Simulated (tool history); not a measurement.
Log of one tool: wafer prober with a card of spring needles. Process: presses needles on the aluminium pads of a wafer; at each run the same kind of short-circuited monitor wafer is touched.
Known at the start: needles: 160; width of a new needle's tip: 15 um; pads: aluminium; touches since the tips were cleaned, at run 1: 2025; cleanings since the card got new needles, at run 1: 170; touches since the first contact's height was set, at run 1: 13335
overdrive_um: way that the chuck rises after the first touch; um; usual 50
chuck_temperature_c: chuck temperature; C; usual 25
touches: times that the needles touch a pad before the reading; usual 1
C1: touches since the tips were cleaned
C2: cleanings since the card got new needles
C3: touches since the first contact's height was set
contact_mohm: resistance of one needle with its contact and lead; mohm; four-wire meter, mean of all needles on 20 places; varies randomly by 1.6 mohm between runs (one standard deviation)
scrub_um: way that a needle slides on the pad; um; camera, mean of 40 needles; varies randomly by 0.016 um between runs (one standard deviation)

Run 1, hour 0: usual settings; C1 2025; C2 170; C3 13335. Result: contact_mohm 162 mohm, scrub_um 8.14 um.
At hour 15.3: tips cleaned on abrasive film.
At hour 35.6: tips cleaned on abrasive film.
At hour 55.9: tips cleaned on abrasive film.
At hour 81.2: tips cleaned on abrasive film.
Run 2, hour 85.8: usual settings; C1 1447; C2 174; C3 40634. Result: contact_mohm 161 mohm, scrub_um 8.15 um.
At hour 105.2: tips cleaned on abrasive film.
At hour 130.2: tips cleaned on abrasive film.
At hour 154.8: tips cleaned on abrasive film.
At hour 180.1: tips cleaned on abrasive film.
Run 3, hour 186.4: usual settings but overdrive_um 32 um; C1 2000; C2 178; C3 72679. Result: contact_mohm 167 mohm, scrub_um 5.24 um.
At hour 201.4: tips cleaned on abrasive film.
At hour 221.7: tips cleaned on abrasive film.
At hour 246.5: tips cleaned on abrasive film.
Run 4, hour 259.2: usual settings but overdrive_um 32 um; C1 4032; C2 181; C3 95850. Result: contact_mohm 168 mohm, scrub_um 5.22 um.
At hour 268.6: tips cleaned on abrasive film.
At hour 293.8: tips cleaned on abrasive film.
At hour 319.1: tips cleaned on abrasive film.
At hour 342.1: tips cleaned on abrasive film.
Run 5, hour 342.1: usual settings but overdrive_um 32 um, touches 2; C1 0; C2 185; C3 122237. Result: contact_mohm 166 mohm, scrub_um 5.24 um.
At hour 362.4: tips cleaned on abrasive film.
At hour 387.8: tips cleaned on abrasive film.
At hour 409.4: tips cleaned on abrasive film.
Run 6, hour 409.4: usual settings; C1 0; C2 188; C3 143661. Result: contact_mohm 161 mohm, scrub_um 8.22 um.
At hour 429.7: tips cleaned on abrasive film.
At hour 454.6: tips cleaned on abrasive film.
At hour 479.1: tips cleaned on abrasive film.
Run 7, hour 498.7: usual settings; C1 6256; C2 191; C3 172123. Result: contact_mohm 160 mohm, scrub_um 8.22 um.
At hour 503.8: tips cleaned on abrasive film.
At hour 527.3: tips cleaned on abrasive film.
At hour 531.8: height of the first contact set anew.
At hour 551.6: tips cleaned on abrasive film.
At hour 571.9: tips cleaned on abrasive film.
At hour 596.8: tips cleaned on abrasive film.
Run 8, hour 597.8: usual settings; C1 335; C2 196; C3 21004. Result: contact_mohm 163 mohm, scrub_um 8.22 um.
At hour 617.2: tips cleaned on abrasive film.
At hour 641.5: tips cleaned on abrasive film.
Run 9, hour 654.2: usual settings but overdrive_um 51 um; C1 4070; C2 198; C3 38964. Result: contact_mohm 163 mohm, scrub_um 8.4 um.
At hour 664.4: tips cleaned on abrasive film.
At hour 689.1: tips cleaned on abrasive film.
At hour 714.5: tips cleaned on abrasive film.
At hour 739.9: tips cleaned on abrasive film.
Run 10, hour 753.1: usual settings but overdrive_um 51 um; C1 4223; C2 202; C3 70456. Result: contact_mohm 162 mohm, scrub_um 8.4 um.
At hour 763.3: tips cleaned on abrasive film.
At hour 783.6: tips cleaned on abrasive film.
At hour 808.3: tips cleaned on abrasive film.
At hour 833.5: tips cleaned on abrasive film.
Run 11, hour 834.1: usual settings but overdrive_um 51 um; C1 183; C2 206; C3 96218. Result: contact_mohm 159 mohm, scrub_um 8.45 um.
At hour 858.6: tips cleaned on abrasive film.
At hour 883.4: tips cleaned on abrasive film.
Run 12, hour 897.9: usual settings but overdrive_um 51 um; C1 4649; C2 208; C3 116575. Result: contact_mohm 160 mohm, scrub_um 8.43 um.
At hour 907.7: tips cleaned on abrasive film.
At hour 932.3: tips cleaned on abrasive film.
At hour 953.7: tips cleaned on abrasive film.
Run 13, hour 953.7: usual settings but overdrive_um 51 um; C1 0; C2 211; C3 134307. Result: contact_mohm 165 mohm, scrub_um 8.45 um.
At hour 979: tips cleaned on abrasive film.
At hour 1003.5: tips cleaned on abrasive film.
At hour 1028.9: tips cleaned on abrasive film.
Run 14, hour 1035: usual settings but overdrive_um 30 um, chuck_temperature_c 36 C; C1 1973; C2 214; C3 160230. Result: contact_mohm 170 mohm, scrub_um 4.98 um.
At hour 1050.3: tips cleaned on abrasive film.
At hour 1073.9: tips cleaned on abrasive film.
At hour 1094.2: tips cleaned on abrasive film.
Run 15, hour 1097.8: usual settings but overdrive_um 30 um, chuck_temperature_c 36 C; C1 1133; C2 217; C3 180189. Result: contact_mohm 172 mohm, scrub_um 4.98 um.
At hour 1103.1: height of the first contact set anew.
At hour 1118.4: tips cleaned on abrasive film.
At hour 1143.7: tips cleaned on abrasive film.
At hour 1168.8: tips cleaned on abrasive film.
At hour 1189.5: tips cleaned on abrasive film.
Run 16, hour 1189.5: usual settings but overdrive_um 30 um, chuck_temperature_c 36 C; C1 0; C2 221; C3 27489. Result: contact_mohm 169 mohm, scrub_um 4.99 um.
At hour 1209.8: tips cleaned on abrasive film.
At hour 1234.7: tips cleaned on abrasive film.
At hour 1260.1: tips cleaned on abrasive film.
At hour 1276.6: gauge calibrated.
Run 17, hour 1276.6: usual settings but overdrive_um 30 um, chuck_temperature_c 36 C; C1 5287; C2 224; C3 55255. Result: contact_mohm 168 mohm, scrub_um 4.88 um.
At hour 1281.8: tips cleaned on abrasive film.
At hour 1306.3: tips cleaned on abrasive film.
At hour 1326.7: tips cleaned on abrasive film.
At hour 1352: tips cleaned on abrasive film.
Run 18, hour 1360.6: usual settings but overdrive_um 32 um; C1 2743; C2 228; C3 81978. Result: contact_mohm 164 mohm, scrub_um 5.23 um.
At hour 1375.7: tips cleaned on abrasive film.
At hour 1401.1: tips cleaned on abrasive film.
At hour 1425.7: tips cleaned on abrasive film.
Run 19, hour 1437.1: usual settings but overdrive_um 36 um, chuck_temperature_c 104 C; C1 3644; C2 231; C3 106336. Result: contact_mohm 180 mohm, scrub_um 5.89 um.
At hour 1447.3: tips cleaned on abrasive film.
At hour 1472.6: tips cleaned on abrasive film.
At hour 1497.2: tips cleaned on abrasive film.
Run 20, hour 1516.3: usual settings but overdrive_um 35 um, chuck_temperature_c 41 C, touches 2; C1 6109; C2 234; C3 131562. Result: contact_mohm 172 mohm, scrub_um 5.72 um.
At hour 1521.4: tips cleaned on abrasive film.
At hour 1546.8: tips cleaned on abrasive film.
At hour 1572.1: tips cleaned on abrasive film.
Run 21, hour 1588: usual settings but overdrive_um 34 um, chuck_temperature_c 78 C, touches 2; C1 5066; C2 237; C3 154400. Result: contact_mohm 176 mohm, scrub_um 5.59 um.

Run 22 has not been measured yet. What should we expect?
At hour 1593: tips cleaned on abrasive film.
At hour 1613.4: tips cleaned on abrasive film.
At hour 1633.7: tips cleaned on abrasive film.
Run 22, hour 1653.7: usual settings but overdrive_um 47 um, touches 2; C1 6420; C2 240; C3 175329. Result: contact_mohm ?, scrub_um ?.

contact_mohm: 161 mohm
scrub_um: 7.71 um
With no hidden state in the tool, this same run would have given contact_mohm 161 mohm, scrub_um 7.66 um.
